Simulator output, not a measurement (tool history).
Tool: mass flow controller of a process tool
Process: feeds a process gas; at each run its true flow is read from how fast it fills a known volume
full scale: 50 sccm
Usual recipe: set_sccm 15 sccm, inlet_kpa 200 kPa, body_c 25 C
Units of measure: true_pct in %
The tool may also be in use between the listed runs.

run 1 hour=0 | set_sccm=15 inlet_kpa=200 body_c=25 | true_pct=98.78
run 2 hour=107 | set_sccm=15 inlet_kpa=200 body_c=28 | true_pct=99.07
run 3 hour=191.4 | set_sccm=15 inlet_kpa=200 body_c=28 | true_pct=99.14
run 4 hour=286.7 | set_sccm=15 inlet_kpa=200 body_c=28 | true_pct=98.92
run 5 hour=394.3 | set_sccm=15 inlet_kpa=200 body_c=28 | true_pct=99.29
run 6 hour=528.2 | set_sccm=15 inlet_kpa=222 body_c=28 | true_pct=99.15
run 7 hour=657.8 | set_sccm=15 inlet_kpa=222 body_c=28 | true_pct=99.08
-- hour=682.6 controller exchanged for a calibrated one
run 8 hour=751.2 | set_sccm=7 inlet_kpa=222 body_c=28 | true_pct=98.67
run 9 hour=836.5 | set_sccm=7 inlet_kpa=167 body_c=28 | true_pct=98.94
run 10 hour=972 | set_sccm=7 inlet_kpa=190 body_c=31 | true_pct=99.19
run 11 hour=1049.9 | set_sccm=32 inlet_kpa=254 body_c=33 | true_pct=99.71
run 12 hour=1179.9 | set_sccm=8 inlet_kpa=164 body_c=28 | true_pct=98.96
run 13 hour=1238.1 | set_sccm=8 inlet_kpa=164 body_c=28 | true_pct=98.93

Branching from run 13: 3 alternative next runs. What would each branch give?
run A hour=1375.9 | set_sccm=8 inlet_kpa=164 body_c=21 | true_pct=?
run B hour=1375.9 | set_sccm=35 inlet_kpa=200 body_c=25 | true_pct=?
run C hour=1375.9 | set_sccm=6 inlet_kpa=164 body_c=28 | true_pct=?

run=A true_pct=98.45
run=B true_pct=99.49
run=C true_pct=98.83
Stripped of hidden state, with their random variation kept, the same runs would have yielded:
run=A true_pct=98.45
run=B true_pct=99.48
run=C true_pct=98.83
